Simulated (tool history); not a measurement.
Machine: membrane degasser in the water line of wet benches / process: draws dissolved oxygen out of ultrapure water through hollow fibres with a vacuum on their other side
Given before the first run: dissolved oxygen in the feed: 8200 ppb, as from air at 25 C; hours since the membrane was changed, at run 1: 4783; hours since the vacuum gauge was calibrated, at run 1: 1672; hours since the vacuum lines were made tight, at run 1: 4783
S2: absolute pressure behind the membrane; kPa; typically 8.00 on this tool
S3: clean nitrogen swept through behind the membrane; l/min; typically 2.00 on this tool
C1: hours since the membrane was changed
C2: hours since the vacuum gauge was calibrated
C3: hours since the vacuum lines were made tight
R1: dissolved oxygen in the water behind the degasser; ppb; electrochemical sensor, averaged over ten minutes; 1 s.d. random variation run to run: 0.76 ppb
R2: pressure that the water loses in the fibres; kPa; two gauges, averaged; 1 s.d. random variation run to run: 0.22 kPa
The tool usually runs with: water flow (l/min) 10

{"run": 1, "hour": 0.0, "water flow (l/min)": 10, "S2": 8.0, "S3": 2.0, "C1": 4783, "C2": 1672, "C3": 4783, "R1": 69.1, "R2": 54.6}
{"run": 2, "hour": 108.9, "water flow (l/min)": 10, "S2": 8.0, "S3": 2.0, "C1": 4892, "C2": 1781, "C3": 4892, "R1": 70.5, "R2": 54.92}
{"run": 3, "hour": 250.6, "water flow (l/min)": 10, "S2": 11.8, "S3": 2.0, "C1": 5034, "C2": 1922, "C3": 5034, "R1": 114.7, "R2": 54.48}
{"run": 4, "hour": 452.1, "water flow (l/min)": 10, "S2": 11.8, "S3": 2.0, "C1": 5235, "C2": 2124, "C3": 5235, "R1": 116.9, "R2": 54.17}
{"run": 5, "hour": 598.8, "water flow (l/min)": 10, "S2": 8.0, "S3": 2.0, "C1": 5382, "C2": 2271, "C3": 5382, "R1": 68.3, "R2": 54.75}
{"run": 6, "hour": 758.2, "water flow (l/min)": 8, "S2": 8.0, "S3": 2.0, "C1": 5541, "C2": 2430, "C3": 5541, "R1": 50.7, "R2": 43.89}
{"run": 7, "hour": 916.9, "water flow (l/min)": 8, "S2": 8.0, "S3": 2.0, "C1": 5700, "C2": 2589, "C3": 5700, "R1": 51.0, "R2": 43.95}
{"hour": 957.0, "done": "seals of the vacuum lines changed"}
{"run": 8, "hour": 1067.2, "water flow (l/min)": 8, "S2": 8.0, "S3": 2.0, "C1": 5849, "C2": 2737, "C3": 110, "R1": 52.2, "R2": 43.97}
{"run": 9, "hour": 1302.5, "water flow (l/min)": 8, "S2": 8.0, "S3": 2.0, "C1": 6084, "C2": 2972, "C3": 346, "R1": 52.1, "R2": 43.88}
{"run": 10, "hour": 1400.2, "water flow (l/min)": 8, "S2": 8.0, "S3": 2.0, "C1": 6181, "C2": 3070, "C3": 443, "R1": 51.9, "R2": 43.81}
{"run": 11, "hour": 1604.9, "water flow (l/min)": 10, "S2": 9.96, "S3": 2.0, "C1": 6386, "C2": 3275, "C3": 648, "R1": 93.3, "R2": 55.22}
{"run": 12, "hour": 1836.3, "water flow (l/min)": 10, "S2": 9.96, "S3": 2.0, "C1": 6618, "C2": 3506, "C3": 879, "R1": 94.8, "R2": 55.24}
{"run": 13, "hour": 1947.0, "water flow (l/min)": 10, "S2": 8.0, "S3": 2.0, "C1": 6728, "C2": 3617, "C3": 990, "R1": 69.7, "R2": 55.16}
{"run": 14, "hour": 2046.3, "water flow (l/min)": 10, "S2": 13.82, "S3": 2.0, "C1": 6828, "C2": 3716, "C3": 1089, "R1": 141.2, "R2": 55.15}
{"run": 15, "hour": 2213.6, "water flow (l/min)": 10, "S2": 13.82, "S3": 2.0, "C1": 6995, "C2": 3883, "C3": 1257, "R1": 139.4, "R2": 54.93}
{"run": 16, "hour": 2394.0, "water flow (l/min)": 10, "S2": 13.82, "S3": 2.0, "C1": 7175, "C2": 4064, "C3": 1437, "R1": 140.5, "R2": 55.03}
{"run": 17, "hour": 2619.3, "water flow (l/min)": 10, "S2": 13.82, "S3": 2.0, "C1": 7401, "C2": 4289, "C3": 1662, "R1": 139.8, "R2": 55.35}
{"run": 18, "hour": 2810.7, "water flow (l/min)": 10, "S2": 5.23, "S3": 1.07, "C1": 7592, "C2": 4480, "C3": 1854, "R1": 56.7, "R2": 55.46}
{"run": 19, "hour": 2954.4, "water flow (l/min)": 10, "S2": 5.23, "S3": 1.07, "C1": 7736, "C2": 4624, "C3": 1997, "R1": 56.5, "R2": 55.55}
{"run": 20, "hour": 3088.3, "water flow (l/min)": 12, "S2": 8.0, "S3": 1.5, "C1": 7870, "C2": 4758, "C3": 2131, "R1": 113.6, "R2": 66.55}
{"hour": 3148.5, "done": "vacuum gauge calibrated"}
{"run": 21, "hour": 3257.0, "water flow (l/min)": 8, "S2": 8.0, "S3": 2.0, "C1": 8038, "C2": 108, "C3": 2299, "R1": 51.0, "R2": 44.34}
{"run": 22, "hour": 3436.9, "water flow (l/min)": 8, "S2": 8.0, "S3": 4.48, "C1": 8218, "C2": 288, "C3": 2479, "R1": 25.9, "R2": 44.19}
{"run": 23, "hour": 3574.1, "water flow (l/min)": 16, "S2": 5.55, "S3": 4.48, "C1": 8355, "C2": 426, "C3": 2617, "R1": 77.4, "R2": 88.57}
{"run": 24, "hour": 3746.1, "water flow (l/min)": 15, "S2": 5.47, "S3": 3.62, "C1": 8527, "C2": 598, "C3": 2789, "R1": 69.2, "R2": 83.43}
{"run": 25, "hour": 3870.1, "water flow (l/min)": 11, "S2": 8.77, "S3": 4.93, "C1": 8651, "C2": 722, "C3": 2913, "R1": 47.6, "R2": 61.03}
{"run": 26, "hour": 4006.6, "water flow (l/min)": 11, "S2": 16.62, "S3": 2.02, "C1": 8787, "C2": 858, "C3": 3049, "R1": 185.8, "R2": 61.84}
{"hour": 4243.9, "done": "gauge calibrated"}
{"run": 27, "hour": 4243.9, "water flow (l/min)": 11, "S2": 14.55, "S3": 1.44, "C1": 9025, "C2": 1095, "C3": 3286, "R1": 222.5, "R2": 59.82}
{"run": 28, "hour": 4392.4, "water flow (l/min)": 11, "S2": 14.55, "S3": 1.44, "C1": 9173, "C2": 1244, "C3": 3435, "R1": 221.0, "R2": 60.09}
{"run": 29, "hour": 4502.0, "water flow (l/min)": 11, "S2": 14.55, "S3": 1.44, "C1": 9283, "C2": 1353, "C3": 3545, "R1": 221.0, "R2": 60.28}
{"run": 30, "hour": 4629.2, "water flow (l/min)": 9, "S2": 15.61, "S3": 3.83, "C1": 9410, "C2": 1481, "C3": 3672, "R1": 80.4, "R2": 49.25}
{"run": 31, "hour": 4825.9, "water flow (l/min)": 9, "S2": 15.61, "S3": 3.83, "C1": 9607, "C2": 1677, "C3": 3868, "R1": 81.0, "R2": 49.34}
{"run": 32, "hour": 5064.5, "water flow (l/min)": 10, "S2": 8.0, "S3": 2.67, "C1": 9845, "C2": 1916, "C3": 4107, "R1": 54.8, "R2": 54.82}
{"run": 33, "hour": 5298.5, "water flow (l/min)": 9, "S2": 6.11, "S3": 2.0, "C1": 10079, "C2": 2150, "C3": 4341, "R1": 39.4, "R2": 49.28}

A few steps of R2 between consecutive runs. Split each: what settings, incoming material and random variation would produce without the hidden state, and what is left over for the hidden state, along with gauge scatter present in only one of the two compared results (measured, and without hidden state):
Hidden state at play: membrane still open, %; true pressure behind the membrane over the reading, kPa; air that leaks in behind the membrane, l/min; drift of the gauge itself on oxygen_ppb, %; drift of the gauge itself on loss_of_pressure_kpa, %.
Run 20 -> 21: water flow (l/min) 12 -> 8, S3 1.50 -> 2.00, vacuum gauge calibrated. R2 -22.21 kPa: hidden state -0.32, all else -21.89.
Run 22 -> 23: water flow (l/min) 8 -> 16, S2 8.00 -> 5.55. R2 +44.38 kPa: hidden state +0.84, all else +43.54.
Run 24 -> 25: water flow (l/min) 15 -> 11, S2 5.47 -> 8.77, S3 3.62 -> 4.93. R2 -22.40 kPa: hidden state -0.39, all else -22.01.
Run 26 -> 27: S2 16.62 -> 14.55, S3 2.02 -> 1.44, gauge calibrated. R2 -2.02 kPa: hidden state -1.16, all else -0.86.
